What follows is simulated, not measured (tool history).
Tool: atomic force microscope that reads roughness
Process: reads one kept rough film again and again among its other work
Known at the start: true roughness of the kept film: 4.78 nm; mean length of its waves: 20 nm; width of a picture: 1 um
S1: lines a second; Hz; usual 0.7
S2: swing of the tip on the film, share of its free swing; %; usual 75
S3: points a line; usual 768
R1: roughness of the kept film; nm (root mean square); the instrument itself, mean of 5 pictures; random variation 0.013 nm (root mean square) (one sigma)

run 1 hour=0 | S1=0.7 S2=75 S3=768 | R1=2.497
run 2 hour=7.7 | S1=0.7 S2=75 S3=768 | R1=2.486
run 3 hour=13 | S1=0.7 S2=75 S3=768 | R1=2.43
run 4 hour=18.7 | S1=0.7 S2=75 S3=768 | R1=2.422
run 5 hour=25.5 | S1=0.7 S2=75 S3=768 | R1=2.39
run 6 hour=30.3 | S1=0.7 S2=75 S3=768 | R1=2.367
run 7 hour=40.8 | S1=0.7 S2=75 S3=278 | R1=2.246
run 8 hour=47.1 | S1=0.7 S2=75 S3=278 | R1=2.212
run 9 hour=56.8 | S1=2.524 S2=66 S3=726 | R1=2.123
-- hour=58.4 height scale calibrated on a step standard
run 10 hour=68.7 | S1=1.629 S2=75 S3=726 | R1=2.051
run 11 hour=76.2 | S1=1.629 S2=75 S3=726 | R1=2.016
-- hour=78.7 new tip fitted
run 12 hour=84.5 | S1=1.629 S2=75 S3=726 | R1=2.794
run 13 hour=89 | S1=2.57 S2=75 S3=884 | R1=2.589

Forecast run 14:
run 14 hour=94.8 | S1=2.57 S2=69 S3=884 | R1=?

R1: 2.674 nm (root mean square)
Without the tool's hidden state the same run would have given R1 2.888 nm (root mean square).
